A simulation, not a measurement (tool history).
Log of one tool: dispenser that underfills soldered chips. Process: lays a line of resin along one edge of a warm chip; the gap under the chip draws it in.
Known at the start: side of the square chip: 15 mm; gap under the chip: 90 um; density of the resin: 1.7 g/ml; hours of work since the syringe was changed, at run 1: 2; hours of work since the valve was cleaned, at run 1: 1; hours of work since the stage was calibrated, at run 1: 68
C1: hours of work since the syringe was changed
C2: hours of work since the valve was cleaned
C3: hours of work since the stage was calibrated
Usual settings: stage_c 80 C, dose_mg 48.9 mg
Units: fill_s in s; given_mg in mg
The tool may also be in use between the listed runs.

Run 1, hour 0: usual settings; C1 2; C2 1; C3 68. Result: fill_s 117.8 s, given_mg 48.81 mg.
At hour 7: new syringe of resin.
Run 2, hour 11.3: usual settings but stage_c 68 C; C1 3; C2 8; C3 75. Result: fill_s 190 s, given_mg 48.97 mg.
At hour 16.3: new syringe of resin.
Run 3, hour 20.2: usual settings but stage_c 68 C; C1 3; C2 14; C3 81. Result: fill_s 187.4 s, given_mg 48.1 mg.
At hour 25.9: new syringe of resin.
Run 4, hour 28: usual settings; C1 1; C2 19; C3 87. Result: fill_s 112.8 s, given_mg 48.41 mg.
Run 5, hour 34.7: usual settings; C1 6; C2 24; C3 91. Result: fill_s 150.4 s, given_mg 47.84 mg.
At hour 36.1: new syringe of resin.
Run 6, hour 43.4: usual settings but dose_mg 49.4 mg; C1 5; C2 30; C3 97. Result: fill_s 144.1 s, given_mg 48.37 mg.
At hour 45.3: new syringe of resin.
Run 7, hour 50.5: usual settings but dose_mg 49.4 mg; C1 4; C2 35; C3 102. Result: fill_s 128.6 s, given_mg 48.26 mg.
At hour 54.5: new syringe of resin.
Run 8, hour 60.1: usual settings; C1 4; C2 41; C3 108. Result: fill_s 129.6 s, given_mg 47.38 mg.
At hour 64.1: new syringe of resin.
Run 9, hour 69.8: usual settings but dose_mg 51.6 mg; C1 4; C2 48; C3 115. Result: fill_s 131.8 s, given_mg 49.81 mg.
At hour 73.3: new syringe of resin.
Run 10, hour 80.1: usual settings but dose_mg 51.6 mg; C1 5; C2 55; C3 122. Result: fill_s 138.1 s, given_mg 49.92 mg.
At hour 83.1: new syringe of resin.
Run 11, hour 87.4: usual settings but dose_mg 51.6 mg; C1 3; C2 59; C3 127. Result: fill_s 121.3 s, given_mg 49.53 mg.
At hour 92.8: new syringe of resin.
Run 12, hour 97.8: usual settings; C1 3; C2 66; C3 134. Result: fill_s 126.7 s, given_mg 46.88 mg.
At hour 103: new syringe of resin.
Run 13, hour 105.2: usual settings; C1 2; C2 71; C3 139. Result: fill_s 117.5 s, given_mg 46.51 mg.
At hour 112.6: new syringe of resin.
Run 14, hour 112.6: usual settings but stage_c 65 C; C1 0; C2 76; C3 144. Result: fill_s 183 s, given_mg 46.34 mg.
At hour 121.9: new syringe of resin.
Run 15, hour 125.3: usual settings but dose_mg 54.4 mg; C1 2; C2 85; C3 152. Result: fill_s 116.5 s, given_mg 51.12 mg.
At hour 131.7: new syringe of resin.
Run 16, hour 134.6: usual settings but dose_mg 54.4 mg; C1 2; C2 91; C3 158. Result: fill_s 116.5 s, given_mg 50.72 mg.
At hour 141.3: new syringe of resin.
Run 17, hour 142.5: usual settings but dose_mg 54.4 mg; C1 1; C2 96; C3 164. Result: fill_s 110 s, given_mg 50.79 mg.
At hour 145.2: dispensing valve cleaned and set on the balance.
At hour 151.9: new syringe of resin.
Run 18, hour 152.8: usual settings but stage_c 69 C, dose_mg 47.5 mg; C1 1; C2 5; C3 170. Result: fill_s 159.3 s, given_mg 47.3 mg.
At hour 161.7: new syringe of resin.
Run 19, hour 164.3: usual settings but stage_c 91 C, dose_mg 50.3 mg; C1 2; C2 13; C3 178. Result: fill_s 77.8 s, given_mg 50.11 mg.
At hour 171.1: new syringe of resin.
Run 20, hour 174.4: usual settings but stage_c 71 C, dose_mg 55.1 mg; C1 2; C2 20; C3 185. Result: fill_s 157.7 s, given_mg 54.08 mg.
At hour 180.5: new syringe of resin.
Run 21, hour 184.8: usual settings but stage_c 71 C, dose_mg 55.1 mg; C1 3; C2 27; C3 192. Result: fill_s 163.8 s, given_mg 53.79 mg.
At hour 190.1: new syringe of resin.
Run 22, hour 196.7: usual settings but stage_c 83 C, dose_mg 47.7 mg; C1 5; C2 35; C3 200. Result: fill_s 120.2 s, given_mg 46.49 mg.
At hour 199.9: new syringe of resin.
Run 23, hour 202.2: usual settings but stage_c 91 C, dose_mg 46.2 mg; C1 2; C2 38; C3 203. Result: fill_s 80.1 s, given_mg 44.67 mg.
At hour 209.5: new syringe of resin.
Run 24, hour 214.7: usual settings but stage_c 69 C, dose_mg 57.1 mg; C1 4; C2 47; C3 212. Result: fill_s 182.8 s, given_mg 54.64 mg.
At hour 219.3: new syringe of resin.
Run 25, hour 221.8: usual settings but stage_c 92 C; C1 2; C2 52; C3 217. Result: fill_s 77.6 s, given_mg 47.1 mg.
Run 26, hour 227: usual settings but stage_c 73 C, dose_mg 46.1 mg; C1 5; C2 55; C3 220. Result: fill_s 181.2 s, given_mg 44.07 mg.
At hour 229.4: new syringe of resin.
Run 27, hour 235.5: usual settings but stage_c 89 C, dose_mg 47.7 mg; C1 4; C2 61; C3 226. Result: fill_s 98.5 s, given_mg 45.57 mg.
At hour 238.7: new syringe of resin.
Run 28, hour 243.2: usual settings but stage_c 65 C, dose_mg 47.7 mg; C1 3; C2 66; C3 231. Result: fill_s 209.5 s, given_mg 45.4 mg.
At hour 247.9: new syringe of resin.
Run 29, hour 249.9: usual settings but stage_c 82 C, dose_mg 51.6 mg; C1 1; C2 71; C3 235. Result: fill_s 102.6 s, given_mg 49.08 mg.
At hour 257.7: new syringe of resin.
Run 30, hour 257.7: usual settings but stage_c 82 C, dose_mg 51.6 mg; C1 0; C2 76; C3 241. Result: fill_s 95.1 s, given_mg 48.8 mg.
At hour 267.2: new syringe of resin.
Run 31, hour 268.8: usual settings but stage_c 78 C; C1 1; C2 83; C3 248. Result: fill_s 119.5 s, given_mg 46.1 mg.
At hour 276.4: new syringe of resin.
Run 32, hour 280.3: usual settings but stage_c 78 C; C1 3; C2 91; C3 256. Result: fill_s 131.2 s, given_mg 45.67 mg.
At hour 285.6: new syringe of resin.
Run 33, hour 285.9: usual settings but stage_c 90 C, dose_mg 45.1 mg; C1 0; C2 95; C3 260. Result: fill_s 76.4 s, given_mg 41.97 mg.
At hour 291.4: dispensing valve cleaned and set on the balance.
At hour 295.9: new syringe of resin.
Run 34, hour 295.9: usual settings but stage_c 88 C, dose_mg 54.8 mg; C1 0; C2 3; C3 266. Result: fill_s 78.3 s, given_mg 54.64 mg.

Forecast each of these 3 alternatives for the next run:
Run A, hour 303.3: usual settings but dose_mg 42.1 mg; C1 5; C2 8; C3 271. Result: fill_s ?, given_mg ?.
Run B, hour 303.3: usual settings but stage_c 89 C; C1 5; C2 8; C3 271. Result: fill_s ?, given_mg ?.
Run C, hour 303.3: usual settings but stage_c 71 C, dose_mg 42.8 mg; C1 5; C2 8; C3 271. Result: fill_s ?, given_mg ?.

run  fill_s  given_mg
  A   146.5     41.85
  B   102.6      48.7
  C   198.1     42.59
Without the tool's hidden state the same runs would have given:
run  fill_s  given_mg
  A   112.3     42.01
  B    78.6     48.88
  C   152.2     42.75
